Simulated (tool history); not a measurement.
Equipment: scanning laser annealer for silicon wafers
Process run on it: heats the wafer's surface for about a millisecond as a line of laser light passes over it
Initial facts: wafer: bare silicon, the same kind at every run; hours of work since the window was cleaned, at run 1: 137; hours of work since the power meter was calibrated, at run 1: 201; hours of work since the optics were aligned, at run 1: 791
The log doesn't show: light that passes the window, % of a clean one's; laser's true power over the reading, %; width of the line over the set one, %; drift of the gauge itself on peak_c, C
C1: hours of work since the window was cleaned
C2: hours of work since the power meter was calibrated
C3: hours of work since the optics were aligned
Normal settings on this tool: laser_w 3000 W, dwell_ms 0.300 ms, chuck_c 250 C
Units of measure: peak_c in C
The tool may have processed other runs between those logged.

run 1 hour=0.0 | laser_w=3000 dwell_ms=0.300 chuck_c=250 | C1=137 C2=201 C3=791 | peak_c=1026
run 2 hour=14.0 | laser_w=3000 dwell_ms=0.300 chuck_c=250 | C1=148 C2=211 C3=801 | peak_c=1026
run 3 hour=20.7 | laser_w=3000 dwell_ms=0.300 chuck_c=250 | C1=153 C2=216 C3=806 | peak_c=1026
run 4 hour=28.6 | laser_w=3000 dwell_ms=0.300 chuck_c=278 | C1=158 C2=222 C3=812 | peak_c=1055
run 5 hour=40.3 | laser_w=3076 dwell_ms=0.300 chuck_c=250 | C1=167 C2=231 C3=821 | peak_c=1048
run 6 hour=47.7 | laser_w=3076 dwell_ms=0.300 chuck_c=250 | C1=172 C2=236 C3=826 | peak_c=1048
run 7 hour=57.7 | laser_w=3076 dwell_ms=0.300 chuck_c=250 | C1=180 C2=244 C3=833 | peak_c=1048
run 8 hour=64.2 | laser_w=3000 dwell_ms=0.300 chuck_c=250 | C1=184 C2=248 C3=838 | peak_c=1023
run 9 hour=74.2 | laser_w=3018 dwell_ms=0.300 chuck_c=250 | C1=192 C2=256 C3=845 | peak_c=1031
run 10 hour=83.6 | laser_w=3018 dwell_ms=0.269 chuck_c=250 | C1=199 C2=262 C3=852 | peak_c=986
run 11 hour=97.0 | laser_w=3018 dwell_ms=0.269 chuck_c=250 | C1=208 C2=272 C3=862 | peak_c=983
run 12 hour=111.4 | laser_w=3018 dwell_ms=0.269 chuck_c=250 | C1=219 C2=283 C3=873 | peak_c=981
run 13 hour=126.7 | laser_w=3018 dwell_ms=0.269 chuck_c=250 | C1=230 C2=294 C3=884 | peak_c=980
-- hour=141.1 optics aligned, line set to its width
run 14 hour=147.1 | laser_w=3000 dwell_ms=0.300 chuck_c=230 | C1=242 C2=305 C3=4 | peak_c=1015
run 15 hour=157.9 | laser_w=3000 dwell_ms=0.300 chuck_c=230 | C1=249 C2=313 C3=12 | peak_c=1013
run 16 hour=169.1 | laser_w=3000 dwell_ms=0.300 chuck_c=267 | C1=258 C2=322 C3=21 | peak_c=1050
run 17 hour=177.9 | laser_w=3000 dwell_ms=0.300 chuck_c=267 | C1=264 C2=328 C3=27 | peak_c=1048
run 18 hour=191.3 | laser_w=3000 dwell_ms=0.257 chuck_c=250 | C1=274 C2=338 C3=37 | peak_c=967
run 19 hour=198.5 | laser_w=3132 dwell_ms=0.334 chuck_c=217 | C1=279 C2=343 C3=42 | peak_c=1091
run 20 hour=207.6 | laser_w=3132 dwell_ms=0.334 chuck_c=217 | C1=286 C2=350 C3=49 | peak_c=1090
run 21 hour=220.8 | laser_w=3170 dwell_ms=0.332 chuck_c=288 | C1=296 C2=359 C3=58 | peak_c=1168
run 22 hour=233.7 | laser_w=3170 dwell_ms=0.332 chuck_c=288 | C1=305 C2=369 C3=68 | peak_c=1170
run 23 hour=247.3 | laser_w=3170 dwell_ms=0.332 chuck_c=288 | C1=315 C2=379 C3=78 | peak_c=1167
run 24 hour=258.7 | laser_w=3170 dwell_ms=0.332 chuck_c=288 | C1=323 C2=387 C3=86 | peak_c=1167
run 25 hour=273.8 | laser_w=3170 dwell_ms=0.332 chuck_c=288 | C1=335 C2=398 C3=97 | peak_c=1164
-- hour=277.0 window over the wafer cleaned
run 26 hour=288.6 | laser_w=3176 dwell_ms=0.266 chuck_c=266 | C1=8 C2=408 C3=107 | peak_c=1057
run 27 hour=298.5 | laser_w=2902 dwell_ms=0.237 chuck_c=262 | C1=16 C2=415 C3=114 | peak_c=930
run 28 hour=308.3 | laser_w=2902 dwell_ms=0.237 chuck_c=262 | C1=23 C2=422 C3=121 | peak_c=931
run 29 hour=318.0 | laser_w=2853 dwell_ms=0.273 chuck_c=221 | C1=30 C2=429 C3=128 | peak_c=931
run 30 hour=325.0 | laser_w=2853 dwell_ms=0.309 chuck_c=260 | C1=35 C2=434 C3=133 | peak_c=1018
run 31 hour=335.3 | laser_w=3051 dwell_ms=0.368 chuck_c=250 | C1=43 C2=442 C3=141 | peak_c=1156
run 32 hour=345.1 | laser_w=3051 dwell_ms=0.368 chuck_c=250 | C1=50 C2=449 C3=148 | peak_c=1154
run 33 hour=355.3 | laser_w=2792 dwell_ms=0.265 chuck_c=250 | C1=57 C2=457 C3=156 | peak_c=927
run 34 hour=366.7 | laser_w=2943 dwell_ms=0.325 chuck_c=250 | C1=66 C2=465 C3=164 | peak_c=1057
run 35 hour=378.5 | laser_w=3000 dwell_ms=0.309 chuck_c=250 | C1=74 C2=474 C3=173 | peak_c=1055

A few steps of peak_c between consecutive runs. Split each: what settings, incoming material and random variation would produce without the hidden state, and what is left over for the hidden state, along with gauge scatter present in only one of the two compared results (measured, and without hidden state):
Run 12 -> 13: settings left as they were, no log entry in between. peak_c -1 C: hidden state -2, all else +1.
Run 13 -> 14: laser_w 3018 -> 3000, dwell_ms 0.269 -> 0.300, chuck_c 250 -> 230, optics aligned, line set to its width. peak_c +35 C: hidden state +12, all else +23.
Run 25 -> 26: laser_w 3170 -> 3176, dwell_ms 0.332 -> 0.266, chuck_c 288 -> 266, window over the wafer cleaned. peak_c -107 C: hidden state +18, all else -125.
Run 30 -> 31: laser_w 2853 -> 3051, dwell_ms 0.309 -> 0.368, chuck_c 260 -> 250. peak_c +138 C: hidden state +0, all else +138.
Run 32 -> 33: laser_w 3051 -> 2792, dwell_ms 0.368 -> 0.265. peak_c -227 C: hidden state +0, all else -227.
Run 33 -> 34: laser_w 2792 -> 2943, dwell_ms 0.265 -> 0.325. peak_c +130 C: hidden state -1, all else +131.
